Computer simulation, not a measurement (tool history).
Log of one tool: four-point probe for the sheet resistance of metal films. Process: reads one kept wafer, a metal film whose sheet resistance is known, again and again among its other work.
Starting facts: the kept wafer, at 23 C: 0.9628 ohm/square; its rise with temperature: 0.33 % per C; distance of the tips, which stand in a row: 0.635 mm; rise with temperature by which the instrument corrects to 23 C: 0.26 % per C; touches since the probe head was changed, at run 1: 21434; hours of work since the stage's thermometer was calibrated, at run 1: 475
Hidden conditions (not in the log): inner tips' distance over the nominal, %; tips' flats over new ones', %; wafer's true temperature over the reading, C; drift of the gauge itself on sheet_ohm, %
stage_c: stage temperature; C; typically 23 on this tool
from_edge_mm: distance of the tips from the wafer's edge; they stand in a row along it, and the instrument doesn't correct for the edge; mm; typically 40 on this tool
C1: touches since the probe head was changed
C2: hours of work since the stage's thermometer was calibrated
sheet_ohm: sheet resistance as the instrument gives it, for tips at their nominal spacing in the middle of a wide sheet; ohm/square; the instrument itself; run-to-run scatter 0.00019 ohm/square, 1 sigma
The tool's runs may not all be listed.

Run 1, hour 0: usual settings; C1 21434; C2 475. Result: sheet_ohm 0.965325 ohm/square.
Run 2, hour 18.8: usual settings but from_edge_mm 35 mm; C1 21943; C2 489. Result: sheet_ohm 0.965298 ohm/square.
Run 3, hour 31: usual settings but from_edge_mm 35 mm; C1 22272; C2 497. Result: sheet_ohm 0.965465 ohm/square.
Run 4, hour 51.5: usual settings but from_edge_mm 35 mm; C1 22824; C2 511. Result: sheet_ohm 0.965293 ohm/square.
Run 5, hour 69.6: usual settings but from_edge_mm 35 mm; C1 23316; C2 524. Result: sheet_ohm 0.965265 ohm/square.
Run 6, hour 91.3: usual settings but from_edge_mm 35 mm; C1 23900; C2 539. Result: sheet_ohm 0.965371 ohm/square.
Run 7, hour 103.2: usual settings but from_edge_mm 35 mm; C1 24223; C2 548. Result: sheet_ohm 0.964973 ohm/square.
Run 8, hour 115.9: usual settings but from_edge_mm 35 mm; C1 24566; C2 556. Result: sheet_ohm 0.965432 ohm/square.
Run 9, hour 138.8: usual settings but from_edge_mm 35 mm; C1 25185; C2 572. Result: sheet_ohm 0.96503 ohm/square.
Run 10, hour 151.6: usual settings but from_edge_mm 35 mm; C1 25530; C2 581. Result: sheet_ohm 0.965113 ohm/square.
Run 11, hour 175: usual settings but from_edge_mm 35 mm; C1 26161; C2 598. Result: sheet_ohm 0.96537 ohm/square.
Run 12, hour 195.9: usual settings but from_edge_mm 12 mm; C1 26727; C2 612. Result: sheet_ohm 0.966434 ohm/square.
Run 13, hour 216.8: usual settings but from_edge_mm 19 mm; C1 27292; C2 627. Result: sheet_ohm 0.96537 ohm/square.
Run 14, hour 236.1: usual settings but from_edge_mm 19 mm; C1 27813; C2 640. Result: sheet_ohm 0.965365 ohm/square.
Run 15, hour 253.3: usual settings but stage_c 19 C; C1 28278; C2 652. Result: sheet_ohm 0.961895 ohm/square.
Run 16, hour 271.3: usual settings; C1 28763; C2 665. Result: sheet_ohm 0.964949 ohm/square.
Run 17, hour 300.1: usual settings but stage_c 25 C; C1 29542; C2 685. Result: sheet_ohm 0.965897 ohm/square.
Run 18, hour 321.8: usual settings; C1 30128; C2 700. Result: sheet_ohm 0.964884 ohm/square.
Run 19, hour 344.6: usual settings; C1 30744; C2 716. Result: sheet_ohm 0.964621 ohm/square.
Run 20, hour 358.3: usual settings; C1 31114; C2 726. Result: sheet_ohm 0.964625 ohm/square.
Run 21, hour 384.2: usual settings but from_edge_mm 4 mm; C1 31814; C2 744. Result: sheet_ohm 0.977629 ohm/square.
Run 22, hour 402.8: usual settings but stage_c 19 C, from_edge_mm 53 mm; C1 32317; C2 757. Result: sheet_ohm 0.961937 ohm/square.
Run 23, hour 428.1: usual settings but stage_c 28 C, from_edge_mm 3 mm; C1 33000; C2 775. Result: sheet_ohm 0.990675 ohm/square.
Run 24, hour 448.6: usual settings but stage_c 28 C, from_edge_mm 3 mm; C1 33554; C2 789. Result: sheet_ohm 0.990018 ohm/square.
Run 25, hour 476.5: usual settings but stage_c 20 C, from_edge_mm 18 mm; C1 34308; C2 808. Result: sheet_ohm 0.963032 ohm/square.
Run 26, hour 497.1: usual settings but stage_c 29 C, from_edge_mm 53 mm; C1 34865; C2 823. Result: sheet_ohm 0.967932 ohm/square.
Run 27, hour 523.5: usual settings but stage_c 29 C, from_edge_mm 51 mm; C1 35578; C2 841. Result: sheet_ohm 0.968228 ohm/square.
Run 28, hour 542.9: usual settings but stage_c 24 C, from_edge_mm 6 mm; C1 36102; C2 855. Result: sheet_ohm 0.97097 ohm/square.
Run 29, hour 557: usual settings but stage_c 24 C, from_edge_mm 6 mm; C1 36482; C2 865. Result: sheet_ohm 0.970348 ohm/square.
Run 30, hour 572.4: usual settings but stage_c 30 C, from_edge_mm 14 mm; C1 36899; C2 875. Result: sheet_ohm 0.96963 ohm/square.
Run 31, hour 597: usual settings but stage_c 30 C, from_edge_mm 14 mm; C1 37564; C2 893. Result: sheet_ohm 0.970042 ohm/square.
Run 32, hour 626: usual settings but stage_c 30 C, from_edge_mm 14 mm; C1 38347; C2 913. Result: sheet_ohm 0.969437 ohm/square.
Run 33, hour 645.1: usual settings but stage_c 31 C, from_edge_mm 7 mm; C1 38864; C2 926. Result: sheet_ohm 0.973473 ohm/square.
Run 34, hour 673.8: usual settings but stage_c 20 C, from_edge_mm 49 mm; C1 39639; C2 946. Result: sheet_ohm 0.96252 ohm/square.
Run 35, hour 685.5: usual settings but from_edge_mm 5 mm; C1 39955; C2 954. Result: sheet_ohm 0.972008 ohm/square.
Run 36, hour 702.9: usual settings but stage_c 19 C; C1 40426; C2 967. Result: sheet_ohm 0.961492 ohm/square.
Run 37, hour 729.4: usual settings but stage_c 19 C; C1 41141; C2 985. Result: sheet_ohm 0.961674 ohm/square.
Run 38, hour 742.9: usual settings but stage_c 20 C, from_edge_mm 11 mm; C1 41506; C2 994. Result: sheet_ohm 0.963714 ohm/square.
Run 39, hour 761.2: usual settings but stage_c 20 C, from_edge_mm 11 mm; C1 41999; C2 1007. Result: sheet_ohm 0.963576 ohm/square.

Some steps in sheet_ohm between neighbouring runs. How much of each would the tool show without its hidden state too (settings, what came in, random variation), and how much is left for the hidden state, with any gauge scatter that isn't in both results?
Run 21 -> 22: stage_c 23 -> 19, from_edge_mm 4 -> 53. sheet_ohm -0.015692 ohm/square: hidden state -0.00007, all else -0.015622.
Run 22 -> 23: stage_c 19 -> 28, from_edge_mm 53 -> 3. sheet_ohm +0.028738 ohm/square: hidden state +0.000021, all else +0.028717.
Run 24 -> 25: stage_c 28 -> 20, from_edge_mm 3 -> 18. sheet_ohm -0.026986 ohm/square: hidden state -0.000113, all else -0.026873.
Run 33 -> 34: stage_c 31 -> 20, from_edge_mm 7 -> 49. sheet_ohm -0.010953 ohm/square: hidden state -0.000093, all else -0.01086.
